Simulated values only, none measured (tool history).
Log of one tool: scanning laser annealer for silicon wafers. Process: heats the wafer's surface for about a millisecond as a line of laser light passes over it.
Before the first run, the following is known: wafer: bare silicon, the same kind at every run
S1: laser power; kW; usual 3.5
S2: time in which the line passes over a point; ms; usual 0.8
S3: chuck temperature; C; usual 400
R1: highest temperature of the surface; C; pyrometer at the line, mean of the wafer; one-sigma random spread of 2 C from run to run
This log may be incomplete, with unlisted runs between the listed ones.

run 1 day=0 | S1=3.5 S2=0.8 S3=400 | R1=1248
run 2 day=0.512 | S1=3.5 S2=0.8 S3=400 | R1=1247
run 3 day=0.929 | S1=3.5 S2=0.8 S3=400 | R1=1248
run 4 day=1.479 | S1=3.5 S2=0.909 S3=400 | R1=1296
run 5 day=1.758 | S1=3.5 S2=0.8 S3=400 | R1=1246
run 6 day=2.175 | S1=3.5 S2=0.8 S3=392 | R1=1242
run 7 day=2.725 | S1=3.5 S2=0.8 S3=392 | R1=1237
run 8 day=3.079 | S1=3.5 S2=0.8 S3=392 | R1=1240
run 9 day=3.592 | S1=3.5 S2=0.8 S3=392 | R1=1241
run 10 day=4.129 | S1=3.5 S2=0.8 S3=392 | R1=1238
run 11 day=4.479 | S1=3.5 S2=0.8 S3=392 | R1=1241
run 12 day=5.042 | S1=3.5 S2=0.8 S3=392 | R1=1240
run 13 day=5.496 | S1=3.138 S2=0.75 S3=419 | R1=1143
run 14 day=5.829 | S1=3.138 S2=0.75 S3=419 | R1=1146
run 15 day=6.267 | S1=3.5 S2=0.978 S3=429 | R1=1352
run 16 day=6.817 | S1=3.524 S2=0.807 S3=439 | R1=1299
run 17 day=7.233 | S1=3.524 S2=0.807 S3=398 | R1=1258
run 18 day=7.783 | S1=3.629 S2=0.847 S3=413 | R1=1317
run 19 day=8.342 | S1=3.629 S2=0.847 S3=413 | R1=1323
run 20 day=8.829 | S1=3.629 S2=0.847 S3=413 | R1=1317
run 21 day=9.292 | S1=3.56 S2=0.703 S3=395 | R1=1212
run 22 day=9.588 | S1=3.56 S2=0.703 S3=395 | R1=1214
run 23 day=9.846 | S1=3.56 S2=0.703 S3=395 | R1=1212

Branching from run 23: 4 alternative next runs. What would each branch give?
run A day=10.388 | S1=3.7 S2=0.703 S3=395 | R1=?
run B day=10.388 | S1=3.827 S2=0.8 S3=377 | R1=?
run C day=10.388 | S1=3.699 S2=0.614 S3=368 | R1=?
run D day=10.388 | S1=3.088 S2=0.581 S3=434 | R1=?

run=A R1=1253
run=B R1=1322
run=C R1=1178
run=D R1=1073
With no hidden state in the tool, these same runs would have given:
run=A R1=1254
run=B R1=1323
run=C R1=1179
run=D R1=1074
